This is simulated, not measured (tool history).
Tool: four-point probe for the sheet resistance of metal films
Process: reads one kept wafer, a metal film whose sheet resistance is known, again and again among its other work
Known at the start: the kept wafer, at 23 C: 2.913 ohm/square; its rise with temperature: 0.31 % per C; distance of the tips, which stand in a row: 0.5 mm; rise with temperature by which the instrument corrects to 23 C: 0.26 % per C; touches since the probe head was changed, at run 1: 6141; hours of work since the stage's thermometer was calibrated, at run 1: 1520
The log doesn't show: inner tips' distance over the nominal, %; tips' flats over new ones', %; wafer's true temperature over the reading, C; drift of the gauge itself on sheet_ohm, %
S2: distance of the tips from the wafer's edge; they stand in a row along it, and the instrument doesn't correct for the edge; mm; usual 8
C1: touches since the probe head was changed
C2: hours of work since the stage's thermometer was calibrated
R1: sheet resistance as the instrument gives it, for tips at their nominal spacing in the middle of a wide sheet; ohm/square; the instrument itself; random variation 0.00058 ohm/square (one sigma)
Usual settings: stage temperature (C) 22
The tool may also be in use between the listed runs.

{"run": 1, "hour": 0.0, "stage temperature (C)": 22, "S2": 8, "C1": 6141, "C2": 1520, "R1": 2.925648}
{"run": 2, "hour": 11.8, "stage temperature (C)": 22, "S2": 8, "C1": 6371, "C2": 1528, "R1": 2.926276}
{"run": 3, "hour": 18.2, "stage temperature (C)": 22, "S2": 22, "C1": 6497, "C2": 1532, "R1": 2.920274}
{"run": 4, "hour": 28.7, "stage temperature (C)": 22, "S2": 22, "C1": 6702, "C2": 1540, "R1": 2.919411}
{"run": 5, "hour": 38.9, "stage temperature (C)": 22, "S2": 22, "C1": 6901, "C2": 1547, "R1": 2.919393}
{"run": 6, "hour": 48.2, "stage temperature (C)": 30, "S2": 8, "C1": 7084, "C2": 1554, "R1": 2.936668}
{"run": 7, "hour": 60.4, "stage temperature (C)": 30, "S2": 8, "C1": 7320, "C2": 1562, "R1": 2.936486}
{"run": 8, "hour": 72.5, "stage temperature (C)": 22, "S2": 8, "C1": 7557, "C2": 1571, "R1": 2.925447}
{"run": 9, "hour": 85.3, "stage temperature (C)": 22, "S2": 4, "C1": 7807, "C2": 1580, "R1": 2.943889}
{"run": 10, "hour": 93.4, "stage temperature (C)": 22, "S2": 4, "C1": 7966, "C2": 1585, "R1": 2.944118}
{"run": 11, "hour": 100.1, "stage temperature (C)": 22, "S2": 4, "C1": 8096, "C2": 1590, "R1": 2.944888}
{"run": 12, "hour": 107.0, "stage temperature (C)": 22, "S2": 4, "C1": 8231, "C2": 1595, "R1": 2.944364}
{"run": 13, "hour": 119.9, "stage temperature (C)": 25, "S2": 4, "C1": 8484, "C2": 1604, "R1": 2.948856}
{"run": 14, "hour": 130.2, "stage temperature (C)": 25, "S2": 4, "C1": 8686, "C2": 1611, "R1": 2.948669}
{"run": 15, "hour": 144.4, "stage temperature (C)": 18, "S2": 8, "C1": 8962, "C2": 1621, "R1": 2.91983}
{"run": 16, "hour": 153.4, "stage temperature (C)": 18, "S2": 8, "C1": 9138, "C2": 1628, "R1": 2.920979}
{"run": 17, "hour": 163.0, "stage temperature (C)": 18, "S2": 8, "C1": 9326, "C2": 1634, "R1": 2.919995}
{"run": 18, "hour": 174.4, "stage temperature (C)": 18, "S2": 8, "C1": 9549, "C2": 1642, "R1": 2.921141}
{"run": 19, "hour": 184.0, "stage temperature (C)": 22, "S2": 8, "C1": 9737, "C2": 1649, "R1": 2.92544}
{"run": 20, "hour": 193.2, "stage temperature (C)": 22, "S2": 8, "C1": 9916, "C2": 1656, "R1": 2.92567}
{"run": 21, "hour": 206.6, "stage temperature (C)": 22, "S2": 8, "C1": 10179, "C2": 1665, "R1": 2.926152}
{"run": 22, "hour": 216.1, "stage temperature (C)": 22, "S2": 8, "C1": 10363, "C2": 1672, "R1": 2.926804}
{"run": 23, "hour": 223.8, "stage temperature (C)": 22, "S2": 8, "C1": 10513, "C2": 1677, "R1": 2.925548}
{"run": 24, "hour": 238.4, "stage temperature (C)": 18, "S2": 73, "C1": 10799, "C2": 1687, "R1": 2.915518}
{"run": 25, "hour": 250.6, "stage temperature (C)": 29, "S2": 7, "C1": 11038, "C2": 1696, "R1": 2.937244}
{"run": 26, "hour": 256.8, "stage temperature (C)": 29, "S2": 7, "C1": 11159, "C2": 1700, "R1": 2.938552}
{"run": 27, "hour": 267.8, "stage temperature (C)": 20, "S2": 23, "C1": 11375, "C2": 1708, "R1": 2.917424}
{"run": 28, "hour": 274.1, "stage temperature (C)": 28, "S2": 25, "C1": 11497, "C2": 1713, "R1": 2.929392}
{"run": 29, "hour": 280.5, "stage temperature (C)": 18, "S2": 4, "C1": 11622, "C2": 1717, "R1": 2.938282}
{"run": 30, "hour": 289.1, "stage temperature (C)": 18, "S2": 4, "C1": 11790, "C2": 1723, "R1": 2.938801}
{"run": 31, "hour": 297.4, "stage temperature (C)": 21, "S2": 67, "C1": 11953, "C2": 1729, "R1": 2.919678}
{"run": 32, "hour": 306.9, "stage temperature (C)": 18, "S2": 11, "C1": 12138, "C2": 1736, "R1": 2.918095}
{"run": 33, "hour": 314.7, "stage temperature (C)": 18, "S2": 11, "C1": 12291, "C2": 1741, "R1": 2.917574}
{"run": 34, "hour": 323.3, "stage temperature (C)": 18, "S2": 11, "C1": 12458, "C2": 1747, "R1": 2.917628}
{"run": 35, "hour": 335.9, "stage temperature (C)": 18, "S2": 11, "C1": 12705, "C2": 1756, "R1": 2.918454}
{"run": 36, "hour": 344.0, "stage temperature (C)": 22, "S2": 8, "C1": 12864, "C2": 1762, "R1": 2.927636}
{"run": 37, "hour": 357.5, "stage temperature (C)": 20, "S2": 28, "C1": 13126, "C2": 1771, "R1": 2.918446}
{"run": 38, "hour": 367.4, "stage temperature (C)": 20, "S2": 8, "C1": 13321, "C2": 1778, "R1": 2.924083}
{"run": 39, "hour": 375.0, "stage temperature (C)": 20, "S2": 8, "C1": 13469, "C2": 1784, "R1": 2.924131}
{"run": 40, "hour": 383.7, "stage temperature (C)": 20, "S2": 8, "C1": 13639, "C2": 1790, "R1": 2.924946}
{"run": 41, "hour": 398.3, "stage temperature (C)": 30, "S2": 8, "C1": 13925, "C2": 1800, "R1": 2.937994}
{"run": 42, "hour": 405.4, "stage temperature (C)": 30, "S2": 8, "C1": 14063, "C2": 1805, "R1": 2.939605}
{"run": 43, "hour": 419.7, "stage temperature (C)": 30, "S2": 8, "C1": 14342, "C2": 1815, "R1": 2.937925}
{"run": 44, "hour": 429.2, "stage temperature (C)": 30, "S2": 48, "C1": 14528, "C2": 1822, "R1": 2.932902}
{"run": 45, "hour": 442.4, "stage temperature (C)": 30, "S2": 48, "C1": 14785, "C2": 1831, "R1": 2.93225}

4 ways to go on from here, each from the tool as it stands after run 45. What would each give?
{"run": "A", "hour": 452.0, "stage temperature (C)": 23, "S2": 25, "C1": 14973, "C2": 1838, "R1": "?"}
{"run": "B", "hour": 452.0, "stage temperature (C)": 27, "S2": 11, "C1": 14973, "C2": 1838, "R1": "?"}
{"run": "C", "hour": 452.0, "stage temperature (C)": 33, "S2": 8, "C1": 14973, "C2": 1838, "R1": "?"}
{"run": "D", "hour": 452.0, "stage temperature (C)": 30, "S2": 5, "C1": 14973, "C2": 1838, "R1": "?"}

run=A R1=2.923189
run=B R1=2.933401
run=C R1=2.942346
run=D R1=2.947816
Without the tool's hidden state the same runs would have given:
run=A R1=2.913659
run=B R1=2.923895
run=C R1=2.932897
run=D R1=2.938308
